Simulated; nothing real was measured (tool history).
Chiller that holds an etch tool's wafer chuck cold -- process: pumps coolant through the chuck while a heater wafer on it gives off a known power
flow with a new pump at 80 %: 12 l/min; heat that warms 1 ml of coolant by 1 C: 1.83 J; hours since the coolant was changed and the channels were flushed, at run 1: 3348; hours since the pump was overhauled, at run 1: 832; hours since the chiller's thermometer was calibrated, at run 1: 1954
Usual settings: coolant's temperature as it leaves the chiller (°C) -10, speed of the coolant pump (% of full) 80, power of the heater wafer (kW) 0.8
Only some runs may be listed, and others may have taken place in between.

| run | hour | coolant's temperature as it leaves the chiller (°C) | speed of the coolant pump (% of full) | power of the heater wafer (kW) | hours since the coolant was changed and the channels were flushed | hours since the pump was overhauled | hours since the chiller's thermometer was calibrated | chuck's temperature once it has settled (°C) | how much warmer the coolant comes back (C) |
|---|---|---|---|---|---|---|---|---|---|
| 1 | 0 | -10 | 80 | 0.8 | 3348 | 832 | 1954 | -3.4 | 2.197 |
| 2 | 71.5 | -10 | 80 | 0.8 | 3419 | 903 | 2025 | -3.3 | 2.223 |
| 3 | 232.1 | -10 | 80 | 0.4 | 3580 | 1064 | 2186 | -6.5 | 1.102 |
| 4 | 322.8 | -10 | 80 | 0.4 | 3671 | 1155 | 2277 | -6.3 | 1.105 |
| 5 | 405.9 | -10 | 80 | 0.4 | 3754 | 1238 | 2360 | -6.4 | 1.098 |
| 6 | 558.5 | -10 | 80 | 0.8 | 3906 | 1390 | 2512 | -3 | 2.214 |
| 7 | 704.6 | -10 | 67 | 0.8 | 4052 | 1536 | 2658 | -1.8 | 2.667 |
| 8 | 818.8 | -10 | 67 | 0.8 | 4167 | 1651 | 2773 | -1.6 | 2.679 |
| 9 | 917.3 | -10 | 67 | 0.8 | 4265 | 1749 | 2871 | -1.8 | 2.69 |
| 10 | 1030.2 | -10 | 67 | 0.8 | 4378 | 1862 | 2984 | -1.6 | 2.671 |
| 11 | 1171.7 | -10 | 67 | 0.8 | 4520 | 2004 | 3126 | -1.5 | 2.687 |
| 12 | 1304.4 | -10 | 84 | 0.8 | 4652 | 2136 | 3258 | -3.1 | 2.113 |
| 13 | 1470.3 | -10 | 64 | 0.8 | 4818 | 2302 | 3424 | -1.1 | 2.822 |
| 14 | 1576.9 | -10 | 64 | 0.8 | 4925 | 2409 | 3531 | -1.2 | 2.827 |
|  | 1591.1 | chiller's thermometer calibrated |
| 15 | 1698.1 | -10 | 64 | 0.972 | 5045 | 2529 | 107 | 1.2 | 3.454 |
| 16 | 1786.2 | -10 | 64 | 0.972 | 5133 | 2617 | 195 | 1.2 | 3.445 |
| 17 | 1946.5 | -19 | 73 | 1.033 | 5293 | 2777 | 355 | -8.5 | 3.194 |
| 18 | 2025.1 | -8 | 77 | 0.772 | 5372 | 2856 | 434 | -0.3 | 2.253 |
| 19 | 2141.9 | -19 | 88 | 0.8 | 5489 | 2973 | 551 | -11.7 | 2.007 |
|  | 2168.3 | chiller's thermometer calibrated, once more |
| 20 | 2303.2 | -9 | 73 | 0.8 | 5649 | 3133 | 135 | -1.5 | 2.498 |
| 21 | 2434.9 | -7 | 80 | 0.739 | 5781 | 3265 | 267 | -0.5 | 2.066 |
| 22 | 2584.1 | -4 | 80 | 0.458 | 5930 | 3414 | 416 | 0 | 1.295 |
| 23 | 2686.1 | -10 | 97 | 1.01 | 6032 | 3516 | 518 | -2.4 | 2.315 |
| 24 | 2768.5 | -7 | 85 | 0.745 | 6114 | 3598 | 600 | -0.8 | 1.96 |
| 25 | 2866.8 | -7 | 85 | 0.745 | 6213 | 3697 | 699 | -0.7 | 1.967 |
| 26 | 2950.7 | -7 | 85 | 0.745 | 6297 | 3781 | 782 | -0.6 | 1.978 |
| 27 | 3115.2 | -20 | 62 | 0.584 | 6461 | 3945 | 947 | -13.2 | 2.151 |
| 28 | 3234.3 | -20 | 62 | 0.584 | 6580 | 4064 | 1066 | -13.2 | 2.182 |
| 29 | 3373.2 | -9 | 80 | 0.8 | 6719 | 4203 | 1205 | -1.7 | 2.275 |
| 30 | 3447.8 | -9 | 80 | 0.8 | 6794 | 4278 | 1279 | -1.7 | 2.268 |
| 31 | 3521.8 | -9 | 63 | 0.691 | 6868 | 4352 | 1353 | -1.1 | 2.546 |
| 32 | 3640.4 | -9 | 63 | 0.691 | 6986 | 4470 | 1472 | -1 | 2.524 |

Some steps in chuck's temperature once it has settled (°C), run to run, broken into two amounts with sign: the step expected even without the hidden condition (settings, incoming material, random variation), and the rest, left for the hidden condition together with whatever gauge scatter is not in both the measured and the hidden-condition-free result:
Hidden state at play: heat passed by the chuck's channels, % of clean ones'; flow at a given pump speed, % of a new pump's; coolant's true temperature over the reading, C; drift of the gauge itself on chuck_c, C; drift of the gauge itself on warmer_back_c, C.
Run 14 -> 15: power of the heater wafer (kW) 0.8 -> 0.972, chiller's thermometer calibrated. chuck's temperature once it has settled (°C) +2.4: hidden state +0.6, all else +1.8.
Run 18 -> 19: coolant's temperature as it leaves the chiller (°C) -8 -> -19, speed of the coolant pump (% of full) 77 -> 88, power of the heater wafer (kW) 0.772 -> 0.8. chuck's temperature once it has settled (°C) -11.4: hidden state -0.1, all else -11.3.
Run 19 -> 20: coolant's temperature as it leaves the chiller (°C) -19 -> -9, speed of the coolant pump (% of full) 88 -> 73, chiller's thermometer calibrated, once more. chuck's temperature once it has settled (°C) +10.2: hidden state -0.8, all else +11.
Run 22 -> 23: coolant's temperature as it leaves the chiller (°C) -4 -> -10, speed of the coolant pump (% of full) 80 -> 97, power of the heater wafer (kW) 0.458 -> 1.01. chuck's temperature once it has settled (°C) -2.4: hidden state +0.5, all else -2.9.
Run 26 -> 27: coolant's temperature as it leaves the chiller (°C) -7 -> -20, speed of the coolant pump (% of full) 85 -> 62, power of the heater wafer (kW) 0.745 -> 0.584. chuck's temperature once it has settled (°C) -12.6: hidden state +0.1, all else -12.7.
Run 28 -> 29: coolant's temperature as it leaves the chiller (°C) -20 -> -9, speed of the coolant pump (% of full) 62 -> 80, power of the heater wafer (kW) 0.584 -> 0.8. chuck's temperature once it has settled (°C) +11.5: hidden state +0.1, all else +11.4.

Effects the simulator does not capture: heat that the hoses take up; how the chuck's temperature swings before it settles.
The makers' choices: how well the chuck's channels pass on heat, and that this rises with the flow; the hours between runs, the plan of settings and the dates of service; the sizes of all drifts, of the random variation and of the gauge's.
